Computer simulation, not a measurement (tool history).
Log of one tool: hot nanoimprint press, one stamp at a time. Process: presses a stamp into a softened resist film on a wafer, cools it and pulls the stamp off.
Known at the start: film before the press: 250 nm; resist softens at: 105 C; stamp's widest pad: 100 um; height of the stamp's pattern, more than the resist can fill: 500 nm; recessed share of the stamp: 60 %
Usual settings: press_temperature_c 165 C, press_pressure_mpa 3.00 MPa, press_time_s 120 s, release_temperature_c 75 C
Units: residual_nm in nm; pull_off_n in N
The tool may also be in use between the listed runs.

| run | hour | press_temperature_c | press_pressure_mpa | press_time_s | release_temperature_c | residual_nm | pull_off_n |
|---|---|---|---|---|---|---|---|
| 1 | 0.0 | 165 | 3.00 | 120 | 75 | 155.9 | 115 |
| 2 | 38.8 | 165 | 3.00 | 120 | 75 | 154.6 | 119 |
|  | 77.7 | stamp cleaned and given a new release coat |
| 3 | 110.9 | 165 | 3.00 | 120 | 75 | 157.3 | 113 |
| 4 | 172.2 | 165 | 3.00 | 120 | 75 | 158.6 | 118 |
| 5 | 231.1 | 165 | 3.00 | 120 | 75 | 160.4 | 116 |
| 6 | 267.8 | 165 | 3.00 | 120 | 75 | 158.9 | 127 |
|  | 283.4 | stamp cleaned and given a new release coat |
|  | 292.6 | plate thermocouple calibrated |
| 7 | 362.9 | 165 | 3.00 | 120 | 75 | 151.0 | 113 |
| 8 | 432.9 | 165 | 3.00 | 120 | 75 | 150.6 | 115 |
|  | 492.5 | stamp cleaned and given a new release coat |
| 9 | 504.6 | 165 | 3.00 | 120 | 72 | 153.8 | 111 |
| 10 | 568.5 | 165 | 3.46 | 120 | 75 | 148.1 | 113 |
| 11 | 647.4 | 165 | 3.46 | 120 | 75 | 147.6 | 125 |
| 12 | 684.1 | 165 | 3.46 | 120 | 75 | 149.2 | 123 |
|  | 698.9 | stamp cleaned and given a new release coat |
| 13 | 730.0 | 165 | 2.31 | 120 | 75 | 168.5 | 105 |
| 14 | 775.3 | 165 | 2.31 | 120 | 75 | 169.4 | 112 |
| 15 | 832.2 | 165 | 2.31 | 120 | 75 | 168.7 | 116 |
|  | 857.2 | press's hydraulic seals changed and the load cell set to zero |
| 16 | 879.2 | 165 | 2.31 | 120 | 75 | 167.3 | 125 |
|  | 913.2 | stamp cleaned and given a new release coat |
| 17 | 970.9 | 161 | 3.00 | 180 | 75 | 155.4 | 108 |
|  | 1020.6 | plate thermocouple calibrated |
| 18 | 1031.2 | 161 | 3.82 | 180 | 62 | 130.0 | 149 |
| 19 | 1108.9 | 166 | 3.00 | 107 | 75 | 149.7 | 121 |
|  | 1121.0 | stamp cleaned and given a new release coat |
| 20 | 1170.6 | 165 | 3.00 | 69 | 68 | 171.9 | 130 |
| 21 | 1231.6 | 165 | 3.00 | 69 | 68 | 175.1 | 136 |
| 22 | 1295.2 | 177 | 3.44 | 63 | 65 | 126.3 | 155 |
|  | 1327.7 | stamp cleaned and given a new release coat |
| 23 | 1365.1 | 177 | 3.44 | 63 | 65 | 128.3 | 140 |
| 24 | 1445.1 | 160 | 4.78 | 63 | 65 | 179.5 | 145 |
| 25 | 1514.9 | 167 | 3.00 | 128 | 61 | 143.1 | 169 |
|  | 1531.5 | stamp cleaned and given a new release coat |
| 26 | 1570.0 | 159 | 2.01 | 69 | 81 | 217.3 | 95 |
| 27 | 1609.3 | 157 | 4.44 | 150 | 66 | 164.0 | 142 |
| 28 | 1695.8 | 157 | 4.44 | 150 | 66 | 163.9 | 150 |
|  | 1738.5 | stamp cleaned and given a new release coat |
|  | 1749.3 | plate thermocouple calibrated |
| 29 | 1777.7 | 157 | 2.61 | 150 | 66 | 181.4 | 130 |

4 ways to go on from here, each from the tool as it stands after run 29. What would each give?
| A | 1856.8 | 164 | 2.61 | 78 | 66 | ? | ? |
| B | 1856.8 | 157 | 2.61 | 112 | 66 | ? | ? |
| C | 1856.8 | 171 | 2.15 | 150 | 65 | ? | ? |
| D | 1856.8 | 154 | 3.61 | 150 | 66 | ? | ? |

| run | residual_nm | pull_off_n |
|---|---|---|
| A | 180.3 | 137 |
| B | 195.5 | 142 |
| C | 132.4 | 141 |
| D | 180.8 | 143 |
Without the tool's hidden state the same runs would have given:
| run | residual_nm | pull_off_n |
|---|---|---|
| A | 176.6 | 123 |
| B | 191.9 | 128 |
| C | 129.0 | 127 |
| D | 175.8 | 129 |
